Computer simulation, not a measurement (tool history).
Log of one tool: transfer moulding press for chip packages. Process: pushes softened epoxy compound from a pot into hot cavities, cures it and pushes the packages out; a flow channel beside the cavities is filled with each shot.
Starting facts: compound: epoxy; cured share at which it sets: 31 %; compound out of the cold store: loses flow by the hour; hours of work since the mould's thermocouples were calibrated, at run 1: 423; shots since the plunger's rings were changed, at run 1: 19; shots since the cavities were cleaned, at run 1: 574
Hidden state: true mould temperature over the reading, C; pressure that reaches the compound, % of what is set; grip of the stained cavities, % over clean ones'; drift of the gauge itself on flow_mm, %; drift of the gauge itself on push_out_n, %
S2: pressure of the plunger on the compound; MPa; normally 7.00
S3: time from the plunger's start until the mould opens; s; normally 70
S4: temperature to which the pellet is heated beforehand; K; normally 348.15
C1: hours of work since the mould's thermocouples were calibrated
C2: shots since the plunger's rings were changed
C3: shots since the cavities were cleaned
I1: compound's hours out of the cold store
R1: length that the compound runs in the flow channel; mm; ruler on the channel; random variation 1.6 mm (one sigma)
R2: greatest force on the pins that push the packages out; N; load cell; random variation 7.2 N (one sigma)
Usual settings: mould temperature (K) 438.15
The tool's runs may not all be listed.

{"run": 1, "hour": 0.0, "mould temperature (K)": 438.15, "S2": 7.0, "S3": 70, "S4": 348.15, "C1": 423, "C2": 19, "C3": 574, "I1": 33.7, "R1": 840, "R2": 313}
{"hour": 60.8, "done": "cavities cleaned with cleaning compound and waxed"}
{"run": 2, "hour": 63.7, "mould temperature (K)": 438.15, "S2": 8.48, "S3": 70, "S4": 348.15, "C1": 450, "C2": 591, "C3": 27, "I1": 26.7, "R1": 962, "R2": 328}
{"run": 3, "hour": 162.1, "mould temperature (K)": 438.15, "S2": 7.0, "S3": 70, "S4": 348.15, "C1": 493, "C2": 1496, "C3": 932, "I1": 10.8, "R1": 955, "R2": 346}
{"hour": 186.2, "done": "cavities cleaned with cleaning compound and waxed"}
{"run": 4, "hour": 252.3, "mould temperature (K)": 438.15, "S2": 7.0, "S3": 70, "S4": 348.15, "C1": 532, "C2": 2311, "C3": 607, "I1": 14.8, "R1": 930, "R2": 344}
{"run": 5, "hour": 292.9, "mould temperature (K)": 438.15, "S2": 7.0, "S3": 70, "S4": 348.15, "C1": 550, "C2": 2684, "C3": 980, "I1": 9.5, "R1": 963, "R2": 358}
{"hour": 309.2, "done": "plunger's sealing rings changed"}
{"hour": 318.4, "done": "cavities cleaned with cleaning compound and waxed"}
{"run": 6, "hour": 360.6, "mould temperature (K)": 438.15, "S2": 7.38, "S3": 70, "S4": 348.15, "C1": 578, "C2": 459, "C3": 388, "I1": 27.3, "R1": 892, "R2": 321}
{"hour": 444.3, "done": "cavities cleaned with cleaning compound and waxed"}
{"hour": 458.9, "done": "mould's thermocouples calibrated"}
{"run": 7, "hour": 460.1, "mould temperature (K)": 438.15, "S2": 7.0, "S3": 71, "S4": 348.15, "C1": 1, "C2": 1341, "C3": 126, "I1": 16.6, "R1": 924, "R2": 320}
{"run": 8, "hour": 539.0, "mould temperature (K)": 435.15, "S2": 7.0, "S3": 71, "S4": 348.15, "C1": 35, "C2": 2067, "C3": 852, "I1": 33.4, "R1": 855, "R2": 370}
{"hour": 574.1, "done": "cavities cleaned with cleaning compound and waxed"}
{"run": 9, "hour": 613.8, "mould temperature (K)": 435.15, "S2": 7.0, "S3": 71, "S4": 348.15, "C1": 67, "C2": 2741, "C3": 365, "I1": 44.8, "R1": 799, "R2": 373}
{"hour": 624.2, "done": "plunger's sealing rings changed"}
{"hour": 702.2, "done": "cavities cleaned with cleaning compound and waxed"}
{"run": 10, "hour": 708.9, "mould temperature (K)": 435.15, "S2": 7.5, "S3": 71, "S4": 348.15, "C1": 107, "C2": 765, "C3": 61, "I1": 44.4, "R1": 831, "R2": 364}
{"run": 11, "hour": 802.1, "mould temperature (K)": 435.15, "S2": 7.5, "S3": 71, "S4": 348.15, "C1": 148, "C2": 1622, "C3": 918, "I1": 33.4, "R1": 882, "R2": 387}
{"hour": 828.1, "done": "cavities cleaned with cleaning compound and waxed"}
{"run": 12, "hour": 885.0, "mould temperature (K)": 435.15, "S2": 7.5, "S3": 71, "S4": 348.15, "C1": 183, "C2": 2370, "C3": 523, "I1": 15.0, "R1": 976, "R2": 402}
{"hour": 937.5, "done": "plunger's sealing rings changed"}
{"run": 13, "hour": 938.3, "mould temperature (K)": 435.15, "S2": 7.5, "S3": 71, "S4": 348.15, "C1": 205, "C2": 8, "C3": 991, "I1": 35.8, "R1": 871, "R2": 372}
{"hour": 958.4, "done": "cavities cleaned with cleaning compound and waxed"}
{"run": 14, "hour": 1033.7, "mould temperature (K)": 435.15, "S2": 7.5, "S3": 71, "S4": 348.15, "C1": 246, "C2": 871, "C3": 693, "I1": 46.8, "R1": 822, "R2": 347}

What will run 15 give?
{"hour": 1080.8, "done": "cavities cleaned with cleaning compound and waxed"}
{"run": 15, "hour": 1121.4, "mould temperature (K)": 435.15, "S2": 7.5, "S3": 71, "S4": 348.15, "C1": 284, "C2": 1663, "C3": 373, "I1": 38.5, "R1": "?", "R2": "?"}

{"run 15": {"R1": 855, "R2": 374}}
On a tool with no hidden condition, and with the same random variation, this run would have come out at R1 855 mm, R2 372 N.
